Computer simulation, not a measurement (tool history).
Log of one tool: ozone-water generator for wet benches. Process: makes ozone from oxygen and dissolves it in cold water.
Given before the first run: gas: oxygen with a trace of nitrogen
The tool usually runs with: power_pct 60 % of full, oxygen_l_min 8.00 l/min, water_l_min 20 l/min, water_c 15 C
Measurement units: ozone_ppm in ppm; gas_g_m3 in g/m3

run 1 day=0.000 | power_pct=60 oxygen_l_min=8.00 water_l_min=20 water_c=15 | ozone_ppm=29.3 gas_g_m3=236.6
run 2 day=1.829 | power_pct=60 oxygen_l_min=8.99 water_l_min=20 water_c=15 | ozone_ppm=29.8 gas_g_m3=228.6
run 3 day=3.667 | power_pct=60 oxygen_l_min=8.99 water_l_min=20 water_c=15 | ozone_ppm=29.8 gas_g_m3=228.9
run 4 day=7.067 | power_pct=60 oxygen_l_min=8.99 water_l_min=20 water_c=15 | ozone_ppm=29.6 gas_g_m3=228.7
run 5 day=8.775 | power_pct=60 oxygen_l_min=8.99 water_l_min=20 water_c=15 | ozone_ppm=29.7 gas_g_m3=229.2
run 6 day=10.742 | power_pct=60 oxygen_l_min=8.00 water_l_min=26 water_c=15 | ozone_ppm=23.8 gas_g_m3=236.8
run 7 day=13.975 | power_pct=60 oxygen_l_min=8.00 water_l_min=20 water_c=7 | ozone_ppm=32.7 gas_g_m3=237.6
run 8 day=15.788 | power_pct=60 oxygen_l_min=8.00 water_l_min=20 water_c=7 | ozone_ppm=32.9 gas_g_m3=237.8
run 9 day=18.667 | power_pct=60 oxygen_l_min=8.00 water_l_min=20 water_c=7 | ozone_ppm=32.9 gas_g_m3=235.3
run 10 day=21.117 | power_pct=60 oxygen_l_min=8.00 water_l_min=20 water_c=7 | ozone_ppm=32.9 gas_g_m3=234.4
run 11 day=23.600 | power_pct=60 oxygen_l_min=8.00 water_l_min=20 water_c=7 | ozone_ppm=32.9 gas_g_m3=238.0
run 12 day=25.167 | power_pct=60 oxygen_l_min=8.00 water_l_min=20 water_c=7 | ozone_ppm=33.1 gas_g_m3=235.4
run 13 day=27.925 | power_pct=75 oxygen_l_min=8.00 water_l_min=20 water_c=15 | ozone_ppm=33.7 gas_g_m3=277.1
run 14 day=30.196 | power_pct=75 oxygen_l_min=8.00 water_l_min=20 water_c=15 | ozone_ppm=33.9 gas_g_m3=276.3
run 15 day=32.108 | power_pct=75 oxygen_l_min=8.00 water_l_min=20 water_c=15 | ozone_ppm=33.8 gas_g_m3=276.7
run 16 day=33.746 | power_pct=75 oxygen_l_min=8.00 water_l_min=20 water_c=15 | ozone_ppm=33.4 gas_g_m3=277.3
run 17 day=35.929 | power_pct=75 oxygen_l_min=8.00 water_l_min=20 water_c=15 | ozone_ppm=33.6 gas_g_m3=276.2
run 18 day=38.500 | power_pct=54 oxygen_l_min=8.21 water_l_min=20 water_c=15 | ozone_ppm=26.6 gas_g_m3=213.7
run 19 day=40.833 | power_pct=54 oxygen_l_min=8.21 water_l_min=20 water_c=15 | ozone_ppm=26.6 gas_g_m3=214.8
run 20 day=43.967 | power_pct=54 oxygen_l_min=9.33 water_l_min=25 water_c=15 | ozone_ppm=23.0 gas_g_m3=207.0
-- day=44.871 water thermometer calibrated
run 21 day=45.600 | power_pct=62 oxygen_l_min=8.00 water_l_min=12 water_c=14 | ozone_ppm=40.9 gas_g_m3=236.1
run 22 day=49.038 | power_pct=84 oxygen_l_min=8.00 water_l_min=12 water_c=14 | ozone_ppm=51.0 gas_g_m3=297.8
run 23 day=51.096 | power_pct=78 oxygen_l_min=4.56 water_l_min=20 water_c=15 | ozone_ppm=30.5 gas_g_m3=335.9
run 24 day=53.888 | power_pct=62 oxygen_l_min=8.00 water_l_min=20 water_c=15 | ozone_ppm=29.2 gas_g_m3=237.2
run 25 day=56.108 | power_pct=74 oxygen_l_min=8.00 water_l_min=16 water_c=15 | ozone_ppm=38.2 gas_g_m3=271.5
run 26 day=58.975 | power_pct=74 oxygen_l_min=8.00 water_l_min=16 water_c=15 | ozone_ppm=37.9 gas_g_m3=267.7
run 27 day=60.767 | power_pct=81 oxygen_l_min=8.00 water_l_min=20 water_c=14 | ozone_ppm=35.2 gas_g_m3=288.2
run 28 day=64.146 | power_pct=81 oxygen_l_min=8.00 water_l_min=21 water_c=14 | ozone_ppm=34.1 gas_g_m3=287.5
run 29 day=65.771 | power_pct=81 oxygen_l_min=8.00 water_l_min=21 water_c=14 | ozone_ppm=34.3 gas_g_m3=286.9

Forecast each of these 4 alternatives for the next run:
run A day=68.008 | power_pct=81 oxygen_l_min=11.78 water_l_min=21 water_c=19 | ozone_ppm=? gas_g_m3=?
run B day=68.008 | power_pct=81 oxygen_l_min=5.70 water_l_min=21 water_c=19 | ozone_ppm=? gas_g_m3=?
run C day=68.008 | power_pct=54 oxygen_l_min=11.97 water_l_min=20 water_c=15 | ozone_ppm=? gas_g_m3=?
run D day=68.008 | power_pct=60 oxygen_l_min=12.31 water_l_min=18 water_c=15 | ozone_ppm=? gas_g_m3=?

run=A ozone_ppm=32.6 gas_g_m3=253.1
run=B ozone_ppm=29.3 gas_g_m3=318.1
run=C ozone_ppm=26.9 gas_g_m3=189.0
run=D ozone_ppm=31.4 gas_g_m3=201.2
Without the tool's unlogged condition, the same runs would have read:
run=A ozone_ppm=36.3 gas_g_m3=270.6
run=B ozone_ppm=32.8 gas_g_m3=340.1
run=C ozone_ppm=29.5 gas_g_m3=198.3
run=D ozone_ppm=34.5 gas_g_m3=212.2
